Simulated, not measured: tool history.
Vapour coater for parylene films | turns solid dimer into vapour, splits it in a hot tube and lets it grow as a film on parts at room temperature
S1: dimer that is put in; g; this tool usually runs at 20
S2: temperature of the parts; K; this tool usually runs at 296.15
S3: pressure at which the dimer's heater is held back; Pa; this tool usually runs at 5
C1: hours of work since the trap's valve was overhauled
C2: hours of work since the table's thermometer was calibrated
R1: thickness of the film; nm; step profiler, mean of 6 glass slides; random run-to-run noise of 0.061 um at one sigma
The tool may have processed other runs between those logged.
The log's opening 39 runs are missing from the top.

run,hour,S1,S2,S3,C1,C2,R1
40,1335.6,22,290.15,7.84,438,1209,19460
41,1368.7,22,290.15,7.84,454,1225,19390
42,1396.7,22,290.15,7.84,468,1239,19390
43,1419.5,33,296.15,5,479,1250,28800
44,1456.9,33,296.15,5,497,1268,28630
45,1501.6,13,295.15,5.51,519,1290,11290
46,1550.4,11,305.15,5.51,543,1313,8020
47,1575,11,305.15,5.51,555,1325,8030

4 options for the next run, each taken on its own from the tool as it stands now. Forecast them:
A,1619.4,14,291.15,5.51,576,1347,?
B,1619.4,20,305.15,5,576,1347,?
C,1619.4,11,295.15,2.02,576,1347,?
D,1619.4,17,299.15,5.51,576,1347,?

run,R1
A,12830
B,14790
C,11550
D,13790
Take away the tool's hidden state, keep each run's random variation, and the runs would have read:
run,R1
A,13460
B,15510
C,12120
D,14470
